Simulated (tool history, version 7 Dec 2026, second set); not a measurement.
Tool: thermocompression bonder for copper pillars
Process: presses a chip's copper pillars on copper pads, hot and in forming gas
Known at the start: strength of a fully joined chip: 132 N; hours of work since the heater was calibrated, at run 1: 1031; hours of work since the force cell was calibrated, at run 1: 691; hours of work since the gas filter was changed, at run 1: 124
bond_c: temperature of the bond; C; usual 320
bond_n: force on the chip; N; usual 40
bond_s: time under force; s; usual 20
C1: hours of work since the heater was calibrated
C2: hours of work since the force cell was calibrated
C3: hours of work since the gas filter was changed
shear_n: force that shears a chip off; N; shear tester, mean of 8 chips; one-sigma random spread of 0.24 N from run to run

Run 1, hour 0: usual settings; C1 1031; C2 691; C3 124. Result: shear_n 78.6 N.
Run 2, hour 59.6: usual settings; C1 1065; C2 724; C3 157. Result: shear_n 78.8 N.
Run 3, hour 115: usual settings; C1 1096; C2 755; C3 188. Result: shear_n 78.4 N.
Run 4, hour 208.7: usual settings; C1 1148; C2 807; C3 241. Result: shear_n 78.8 N.
Run 5, hour 271.6: usual settings but bond_s 16 s; C1 1183; C2 843; C3 276. Result: shear_n 73.2 N.
Run 6, hour 356.6: usual settings but bond_c 345 C, bond_s 16 s; C1 1231; C2 890; C3 323. Result: shear_n 86.6 N.
Run 7, hour 427.7: usual settings but bond_c 345 C, bond_s 16 s; C1 1270; C2 930; C3 363. Result: shear_n 85.8 N.
Run 8, hour 479.7: usual settings but bond_c 345 C, bond_s 16 s; C1 1299; C2 959; C3 392. Result: shear_n 86.4 N.
Run 9, hour 552.1: usual settings but bond_c 345 C, bond_s 16 s; C1 1340; C2 999; C3 433. Result: shear_n 86.4 N.
At hour 578.4: forming gas filter changed.
Run 10, hour 617.2: usual settings; C1 1376; C2 1035; C3 22. Result: shear_n 79.2 N.
Run 11, hour 666.5: usual settings but bond_c 347 C; C1 1404; C2 1063; C3 49. Result: shear_n 93.4 N.
Run 12, hour 720.6: usual settings but bond_s 46 s; C1 1434; C2 1093; C3 80. Result: shear_n 99.1 N.
Run 13, hour 788.7: usual settings but bond_s 46 s; C1 1472; C2 1131; C3 118. Result: shear_n 99.8 N.
Run 14, hour 849.2: usual settings but bond_s 46 s; C1 1506; C2 1165; C3 151. Result: shear_n 99.7 N.
At hour 892.8: heater calibrated with a thermocouple chip.
Run 15, hour 921.4: usual settings but bond_s 29 s; C1 16; C2 1204; C3 191. Result: shear_n 88.8 N.
Run 16, hour 1011.5: usual settings but bond_s 29 s; C1 66; C2 1255; C3 241. Result: shear_n 88.7 N.
Run 17, hour 1072.2: usual settings; C1 100; C2 1289; C3 275. Result: shear_n 79.3 N.
Run 18, hour 1154.7: usual settings but bond_s 33 s; C1 146; C2 1335; C3 321. Result: shear_n 91.9 N.

For run 19, what comes out?
Run 19, hour 1247.9: usual settings but bond_s 33 s; C1 199; C2 1387; C3 373. Result: shear_n ?.

shear_n: 91.9 N
The same run, on a tool lacking any hidden state, would have yielded shear_n 90.6 N.

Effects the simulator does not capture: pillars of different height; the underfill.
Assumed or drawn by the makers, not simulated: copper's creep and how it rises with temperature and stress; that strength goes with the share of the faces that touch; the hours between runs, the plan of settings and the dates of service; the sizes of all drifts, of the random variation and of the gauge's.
